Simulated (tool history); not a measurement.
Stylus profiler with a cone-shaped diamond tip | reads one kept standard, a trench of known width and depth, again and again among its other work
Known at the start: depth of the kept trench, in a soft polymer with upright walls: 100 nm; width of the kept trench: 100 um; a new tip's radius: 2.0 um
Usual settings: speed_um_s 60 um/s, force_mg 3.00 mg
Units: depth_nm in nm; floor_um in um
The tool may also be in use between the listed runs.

| run | hour | speed_um_s | force_mg | depth_nm | floor_um |
|---|---|---|---|---|---|
| 1 | 0.0 | 60 | 3.00 | 101.57 | 98.49 |
| 2 | 34.4 | 60 | 3.00 | 101.56 | 98.52 |
| 3 | 87.4 | 60 | 3.00 | 101.57 | 98.54 |
| 4 | 139.2 | 60 | 3.00 | 101.57 | 98.52 |
| 5 | 205.4 | 16 | 3.00 | 101.57 | 98.71 |
| 6 | 234.2 | 16 | 3.55 | 101.75 | 98.69 |
| 7 | 294.2 | 16 | 3.55 | 101.77 | 98.67 |
| 8 | 341.7 | 16 | 3.55 | 101.76 | 98.74 |
| 9 | 405.5 | 17 | 7.76 | 102.94 | 98.67 |
| 10 | 458.6 | 68 | 3.27 | 101.67 | 98.53 |
| 11 | 513.3 | 35 | 3.74 | 101.82 | 98.62 |
| 12 | 555.8 | 76 | 1.47 | 100.95 | 98.35 |
| 13 | 613.8 | 201 | 3.28 | 101.66 | 98.05 |
| 14 | 652.9 | 201 | 3.28 | 101.68 | 98.05 |
| 15 | 689.9 | 27 | 1.09 | 100.81 | 98.57 |
| 16 | 727.6 | 27 | 3.00 | 101.58 | 98.58 |

Forecast each of these 4 alternatives for the next run:
| A | 792.2 | 33 | 1.46 | ? | ? |
| B | 792.2 | 27 | 3.00 | ? | ? |
| C | 792.2 | 18 | 1.68 | ? | ? |
| D | 792.2 | 16 | 2.12 | ? | ? |

| run | depth_nm | floor_um |
|---|---|---|
| A | 100.95 | 98.53 |
| B | 101.55 | 98.66 |
| C | 101.05 | 98.67 |
| D | 101.24 | 98.65 |
Without the tool's hidden state the same runs would have given:
| run | depth_nm | floor_um |
|---|---|---|
| A | 100.96 | 98.55 |
| B | 101.55 | 98.68 |
| C | 101.05 | 98.69 |
| D | 101.25 | 98.67 |
